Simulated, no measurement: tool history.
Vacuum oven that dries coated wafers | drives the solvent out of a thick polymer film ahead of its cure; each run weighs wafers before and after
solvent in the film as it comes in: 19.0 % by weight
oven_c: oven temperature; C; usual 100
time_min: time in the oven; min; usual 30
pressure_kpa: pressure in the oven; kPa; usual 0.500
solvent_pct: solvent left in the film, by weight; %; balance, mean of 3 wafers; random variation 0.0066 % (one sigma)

Run 1, day 0.000: usual settings. Result: solvent_pct 0.909 %.
Run 2, day 0.525: usual settings but oven_c 85 C. Result: solvent_pct 4.779 %.
Run 3, day 1.229: usual settings but pressure_kpa 0.401 kPa. Result: solvent_pct 0.890 %.
Run 4, day 2.000: usual settings but pressure_kpa 0.401 kPa. Result: solvent_pct 0.892 %.
Run 5, day 2.433: usual settings but oven_c 102 C, pressure_kpa 0.401 kPa. Result: solvent_pct 0.630 %.
Run 6, day 2.779: usual settings but oven_c 102 C, time_min 36 min, pressure_kpa 0.401 kPa. Result: solvent_pct 0.384 %.
Run 7, day 3.400: usual settings but oven_c 91 C. Result: solvent_pct 2.838 %.
Run 8, day 3.954: usual settings. Result: solvent_pct 0.910 %.
Run 9, day 4.562: usual settings. Result: solvent_pct 0.920 %.
Run 10, day 5.112: usual settings. Result: solvent_pct 0.902 %.
Run 11, day 5.817: usual settings but oven_c 96 C. Result: solvent_pct 1.607 %.
Run 12, day 6.550: usual settings. Result: solvent_pct 0.911 %.
Run 13, day 7.100: usual settings but time_min 45 min. Result: solvent_pct 0.323 %.
Run 14, day 7.667: usual settings but time_min 45 min. Result: solvent_pct 0.314 %.
Run 15, day 8.250: usual settings but oven_c 108 C. Result: solvent_pct 0.245 %.
Run 16, day 8.746: usual settings but oven_c 108 C. Result: solvent_pct 0.250 %.
At day 8.871: vacuum gauge cleaned of residue and calibrated.
Run 17, day 9.575: usual settings but oven_c 108 C. Result: solvent_pct 0.262 %.
Run 18, day 10.275: usual settings but oven_c 108 C. Result: solvent_pct 0.255 %.
Run 19, day 10.692: usual settings but time_min 19 min. Result: solvent_pct 2.451 %.
Run 20, day 11.246: usual settings. Result: solvent_pct 0.923 %.
Run 21, day 12.042: usual settings but oven_c 88 C. Result: solvent_pct 3.757 %.
Run 22, day 12.796: usual settings but oven_c 88 C. Result: solvent_pct 3.756 %.
Run 23, day 13.271: usual settings but oven_c 88 C, time_min 45 min. Result: solvent_pct 1.933 %.
Run 24, day 13.633: usual settings but oven_c 88 C, time_min 45 min. Result: solvent_pct 1.936 %.
At day 13.775: vacuum gauge cleaned of residue and calibrated, once more.
Run 25, day 14.350: usual settings but oven_c 111 C, time_min 16 min. Result: solvent_pct 0.886 %.
Run 26, day 14.846: usual settings but oven_c 111 C, time_min 16 min. Result: solvent_pct 0.884 %.
Run 27, day 15.650: usual settings but oven_c 111 C, time_min 16 min. Result: solvent_pct 0.881 %.
Run 28, day 16.325: usual settings but oven_c 111 C, time_min 16 min. Result: solvent_pct 0.881 %.
Run 29, day 16.850: usual settings but oven_c 87 C, pressure_kpa 0.324 kPa. Result: solvent_pct 3.970 %.
Run 30, day 17.650: usual settings but time_min 51 min, pressure_kpa 0.924 kPa. Result: solvent_pct 0.347 %.
Run 31, day 18.025: usual settings but time_min 29 min, pressure_kpa 0.924 kPa. Result: solvent_pct 1.086 %.
Run 32, day 18.779: usual settings but oven_c 114 C, time_min 34 min, pressure_kpa 1.954 kPa. Result: solvent_pct 0.343 %.
Run 33, day 19.150: usual settings but time_min 48 min, pressure_kpa 1.362 kPa. Result: solvent_pct 0.491 %.
Run 34, day 19.892: usual settings but oven_c 95 C. Result: solvent_pct 1.785 %.
Run 35, day 20.383: usual settings but oven_c 89 C, time_min 52 min, pressure_kpa 0.615 kPa. Result: solvent_pct 1.274 %.
Run 36, day 20.904: usual settings but oven_c 89 C, time_min 52 min, pressure_kpa 0.615 kPa. Result: solvent_pct 1.272 %.
Run 37, day 21.383: usual settings but oven_c 89 C, time_min 52 min, pressure_kpa 0.615 kPa. Result: solvent_pct 1.264 %.
Run 38, day 22.054: usual settings but oven_c 114 C, time_min 23 min, pressure_kpa 1.480 kPa. Result: solvent_pct 0.351 %.
Run 39, day 22.492: usual settings but oven_c 108 C, time_min 16 min. Result: solvent_pct 1.326 %.
Run 40, day 23.146: usual settings but oven_c 108 C, time_min 16 min. Result: solvent_pct 1.324 %.
Run 41, day 23.683: usual settings but oven_c 107 C, time_min 16 min. Result: solvent_pct 1.517 %.
Run 42, day 24.496: usual settings but oven_c 107 C, time_min 16 min. Result: solvent_pct 1.515 %.
Run 43, day 24.875: usual settings but oven_c 87 C, pressure_kpa 0.525 kPa. Result: solvent_pct 4.032 %.
Run 44, day 25.671: usual settings but oven_c 87 C, pressure_kpa 0.525 kPa. Result: solvent_pct 4.037 %.
Run 45, day 26.471: usual settings but oven_c 106 C, time_min 18 min, pressure_kpa 0.339 kPa. Result: solvent_pct 1.278 %.
Run 46, day 26.988: usual settings but oven_c 95 C, time_min 18 min. Result: solvent_pct 4.126 %.

The same runs without the tool's hidden state, with the same run-to-run variation:
The hidden state here: true wafer temperature over the reading, C; true pressure over the reading, kPa; drift of the gauge itself on solvent_pct, %.
run  solvent_pct
  1        1.026
  2        5.070
  3        1.007
  4        1.009
  5        0.720
  6        0.439
  7        3.081
  8        1.027
  9        1.037
 10        1.019
 11        1.783
 12        1.028
 13        0.358
 14        0.349
 15        0.274
 16        0.278
 17        0.283
 18        0.276
 19        2.671
 20        1.032
 21        4.031
 22        4.032
 23        2.124
 24        2.127
 25        1.016
 26        1.015
 27        1.011
 28        1.011
 29        4.294
 30        0.380
 31        1.233
 32        0.354
 33        0.533
 34        2.005
 35        1.447
 36        1.445
 37        1.436
 38        0.382
 39        1.504
 40        1.503
 41        1.712
 42        1.711
 43        4.368
 44        4.373
 45        1.458
 46        4.457
